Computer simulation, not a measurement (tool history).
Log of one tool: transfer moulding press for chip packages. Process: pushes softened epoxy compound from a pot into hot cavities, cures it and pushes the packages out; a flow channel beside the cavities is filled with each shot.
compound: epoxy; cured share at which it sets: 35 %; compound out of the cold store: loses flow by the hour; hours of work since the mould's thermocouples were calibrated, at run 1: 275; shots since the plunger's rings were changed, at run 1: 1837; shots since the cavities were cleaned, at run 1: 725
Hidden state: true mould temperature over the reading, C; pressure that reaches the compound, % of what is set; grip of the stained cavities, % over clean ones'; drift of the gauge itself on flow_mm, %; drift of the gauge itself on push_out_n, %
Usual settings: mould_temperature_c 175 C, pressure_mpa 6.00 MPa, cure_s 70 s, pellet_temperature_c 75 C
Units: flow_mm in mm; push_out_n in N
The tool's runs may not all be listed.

run	hour	mould_temperature_c	pressure_mpa	cure_s	pellet_temperature_c	hours of work since the mould's thermocouples were calibrated	shots since the plunger's rings were changed	shots since the cavities were cleaned	incoming compound's hours out of the cold store	flow_mm	push_out_n
1	0.0	175	6.00	70	75	275	1837	725	40.9	650	927
# hour 14.9: cavities cleaned with cleaning compound and waxed
2	27.5	175	6.00	70	75	288	2164	159	14.6	725	692
3	63.7	175	6.00	70	75	306	2619	614	16.1	713	965
# hour 88.9: cavities cleaned with cleaning compound and waxed
4	117.1	175	6.00	70	75	333	3271	355	36.6	645	815
5	144.4	175	7.27	70	75	347	3614	698	46.2	673	889
# hour 162.8: cavities cleaned with cleaning compound and waxed
# hour 208.0: plunger's sealing rings changed
6	208.1	175	7.27	70	75	378	1	538	28.3	783	895
# hour 239.5: cavities cleaned with cleaning compound and waxed
7	260.9	175	4.81	70	75	404	645	269	34.9	609	755
8	297.4	175	4.81	70	75	423	1104	728	11.4	676	1018
# hour 315.5: cavities cleaned with cleaning compound and waxed
9	334.1	175	4.81	70	75	441	1546	234	27.2	618	723
10	366.7	175	5.88	70	75	457	1956	644	20.1	705	998
# hour 390.5: cavities cleaned with cleaning compound and waxed
11	412.2	175	5.88	70	75	480	2508	272	38.9	641	756
12	444.0	175	5.34	70	75	496	2908	672	16.9	669	1024
# hour 465.5: cavities cleaned with cleaning compound and waxed
13	475.3	175	5.34	70	75	512	3282	123	20.0	658	673
14	521.0	169	6.00	70	75	535	3857	698	21.9	688	1442
# hour 541.1: cavities cleaned with cleaning compound and waxed
# hour 566.4: plunger's sealing rings changed
15	566.7	169	6.00	70	75	556	3	290	19.1	745	1224
16	606.4	169	6.00	98	75	577	502	789	36.9	683	731
# hour 617.9: cavities cleaned with cleaning compound and waxed
17	663.4	181	6.00	98	77	605	1199	572	12.6	740	589
# hour 694.5: cavities cleaned with cleaning compound and waxed
18	703.8	181	7.01	52	71	625	1688	117	25.0	750	997
19	750.2	181	7.01	52	71	649	2271	700	34.8	707	1439
# hour 770.1: cavities cleaned with cleaning compound and waxed
20	801.6	181	7.01	52	71	675	2899	397	43.8	674	1274
# hour 843.0: cavities cleaned with cleaning compound and waxed
21	860.6	174	6.01	52	69	704	3621	222	16.2	700	1679
# hour 872.2: mould's thermocouples calibrated
22	896.9	175	5.67	103	77	13	4051	652	26.3	644	599
# hour 921.1: cavities cleaned with cleaning compound and waxed
# hour 927.4: plunger's sealing rings changed
23	928.5	175	7.18	103	75	27	13	61	22.2	794	395
24	988.2	174	7.18	103	72	57	764	812	35.8	746	654
# hour 998.8: cavities cleaned with cleaning compound and waxed
25	1036.5	174	7.18	103	72	81	1352	474	38.0	726	571
# hour 1073.9: cavities cleaned with cleaning compound and waxed
26	1097.4	182	5.21	103	72	112	2099	297	19.4	655	478
27	1133.7	182	5.21	103	72	130	2554	752	42.0	589	602
# hour 1148.9: cavities cleaned with cleaning compound and waxed
28	1173.5	172	5.21	50	72	150	3035	309	36.4	609	1878

3 ways to go on from here, each from the tool as it stands after run 28. What would each give?
# hour 1223.7: cavities cleaned with cleaning compound and waxed
A	1228.1	172	7.47	50	70	177	3703	55	14.4	?	?
# hour 1223.7: cavities cleaned with cleaning compound and waxed
B	1228.1	172	5.21	53	74	177	3703	55	37.6	?	?
# hour 1223.7: cavities cleaned with cleaning compound and waxed
C	1228.1	175	5.21	50	72	177	3703	55	26.9	?	?

run	flow_mm	push_out_n
A	789	1583
B	601	1273
C	624	1333
Without the tool's hidden state the same runs would have given:
run	flow_mm	push_out_n
A	842	1399
B	641	1123
C	666	1175
